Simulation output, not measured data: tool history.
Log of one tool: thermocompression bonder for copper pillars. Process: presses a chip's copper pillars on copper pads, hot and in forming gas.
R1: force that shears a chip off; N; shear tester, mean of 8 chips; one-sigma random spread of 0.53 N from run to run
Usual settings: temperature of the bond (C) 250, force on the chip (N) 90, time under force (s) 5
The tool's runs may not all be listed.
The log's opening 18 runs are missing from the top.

{"run": 19, "hour": 196.5, "temperature of the bond (C)": 222, "force on the chip (N)": 93, "time under force (s)": 5, "R1": 66.1}
{"run": 20, "hour": 210.6, "temperature of the bond (C)": 222, "force on the chip (N)": 93, "time under force (s)": 5, "R1": 66.1}
{"run": 21, "hour": 222.3, "temperature of the bond (C)": 277, "force on the chip (N)": 118, "time under force (s)": 6, "R1": 109.0}
{"run": 22, "hour": 232.9, "temperature of the bond (C)": 232, "force on the chip (N)": 73, "time under force (s)": 15, "R1": 87.2}
{"run": 23, "hour": 246.0, "temperature of the bond (C)": 253, "force on the chip (N)": 73, "time under force (s)": 15, "R1": 100.4}
{"run": 24, "hour": 253.0, "temperature of the bond (C)": 224, "force on the chip (N)": 73, "time under force (s)": 12, "R1": 77.4}
{"run": 25, "hour": 268.1, "temperature of the bond (C)": 243, "force on the chip (N)": 63, "time under force (s)": 7, "R1": 74.8}
{"run": 26, "hour": 277.9, "temperature of the bond (C)": 251, "force on the chip (N)": 63, "time under force (s)": 7, "R1": 81.0}
{"run": 27, "hour": 286.0, "temperature of the bond (C)": 271, "force on the chip (N)": 90, "time under force (s)": 5, "R1": 97.4}
{"run": 28, "hour": 297.5, "temperature of the bond (C)": 271, "force on the chip (N)": 90, "time under force (s)": 5, "R1": 97.7}
{"run": 29, "hour": 306.6, "temperature of the bond (C)": 271, "force on the chip (N)": 90, "time under force (s)": 5, "R1": 97.5}
{"run": 30, "hour": 318.9, "temperature of the bond (C)": 271, "force on the chip (N)": 96, "time under force (s)": 4, "R1": 96.3}
{"run": 31, "hour": 329.3, "temperature of the bond (C)": 271, "force on the chip (N)": 96, "time under force (s)": 4, "R1": 96.9}
{"run": 32, "hour": 335.8, "temperature of the bond (C)": 237, "force on the chip (N)": 96, "time under force (s)": 4, "R1": 74.2}
{"run": 33, "hour": 347.9, "temperature of the bond (C)": 237, "force on the chip (N)": 96, "time under force (s)": 4, "R1": 73.5}
{"run": 34, "hour": 363.2, "temperature of the bond (C)": 250, "force on the chip (N)": 67, "time under force (s)": 3, "R1": 62.9}
{"run": 35, "hour": 370.2, "temperature of the bond (C)": 250, "force on the chip (N)": 67, "time under force (s)": 3, "R1": 63.5}
{"run": 36, "hour": 377.1, "temperature of the bond (C)": 264, "force on the chip (N)": 72, "time under force (s)": 6, "R1": 90.0}

Predict each of these 4 candidate next runs independently; none follows another, all start after run 36:
{"run": "A", "hour": 390.8, "temperature of the bond (C)": 250, "force on the chip (N)": 90, "time under force (s)": 10, "R1": "?"}
{"run": "B", "hour": 390.8, "temperature of the bond (C)": 246, "force on the chip (N)": 72, "time under force (s)": 15, "R1": "?"}
{"run": "C", "hour": 390.8, "temperature of the bond (C)": 251, "force on the chip (N)": 121, "time under force (s)": 5, "R1": "?"}
{"run": "D", "hour": 390.8, "temperature of the bond (C)": 250, "force on the chip (N)": 127, "time under force (s)": 3, "R1": "?"}

run=A R1=97.5
run=B R1=93.9
run=C R1=94.6
run=D R1=87.5
With no hidden state in the tool, these same runs would have given:
run=A R1=97.8
run=B R1=93.9
run=C R1=94.7
run=D R1=86.5
